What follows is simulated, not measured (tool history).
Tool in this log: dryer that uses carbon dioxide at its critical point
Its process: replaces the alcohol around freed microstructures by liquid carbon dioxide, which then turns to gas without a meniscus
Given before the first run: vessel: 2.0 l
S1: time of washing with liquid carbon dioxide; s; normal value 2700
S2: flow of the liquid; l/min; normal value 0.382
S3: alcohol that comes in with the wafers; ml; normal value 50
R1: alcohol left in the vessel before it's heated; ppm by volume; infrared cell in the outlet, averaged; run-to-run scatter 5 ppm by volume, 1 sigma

run,hour,S1,S2,S3,R1
1,0,2700,0.382,50,78
2,20,2700,0.382,50,81
3,42.1,3300,0.382,50,60
4,64.1,3300,0.382,50,71
5,91.4,2700,0.382,50,84
# hour 95.1: inlet filter changed
6,118.6,2700,0.382,50,75
7,141.1,4140,0.382,50,66
8,156.9,4140,0.382,50,62
9,184.5,4140,0.382,50,68
10,206.1,2700,0.382,50,88
11,230,2700,0.382,50,89
12,250.7,2700,0.382,22,79
13,267.6,2700,0.46,50,74
14,293.3,2700,0.46,50,86
15,318.3,2700,0.46,50,87
16,349.8,2700,0.46,50,81
17,365.2,3660,0.275,50,89
18,389.9,3660,0.582,102,86
19,417.7,3660,0.486,101,88
20,445.1,2460,0.559,50,93
21,471.5,3960,0.559,50,90
22,496.3,2700,0.382,33,96
23,526.7,4080,0.279,88,101
24,551.8,3420,0.44,63,90
25,569.5,1920,0.256,69,1042
26,595.5,4260,0.271,49,100
27,615.1,3420,0.271,49,128

Consider 5 possible next runs. They are alternatives, not a sequence: every one starts from the tool as it was left by run 27. What does each give?
A,639,2520,0.382,59,?
B,639,2700,0.382,59,?
C,639,2520,0.241,22,?
D,639,4260,0.468,26,?
E,639,2280,0.6,42,?

run,R1
A,121
B,117
C,233
D,103
E,102
The same runs, with their run-to-run variation unchanged, on a tool lacking any hidden condition would have given:
run,R1
A,12
B,11
C,99
D,3
E,3
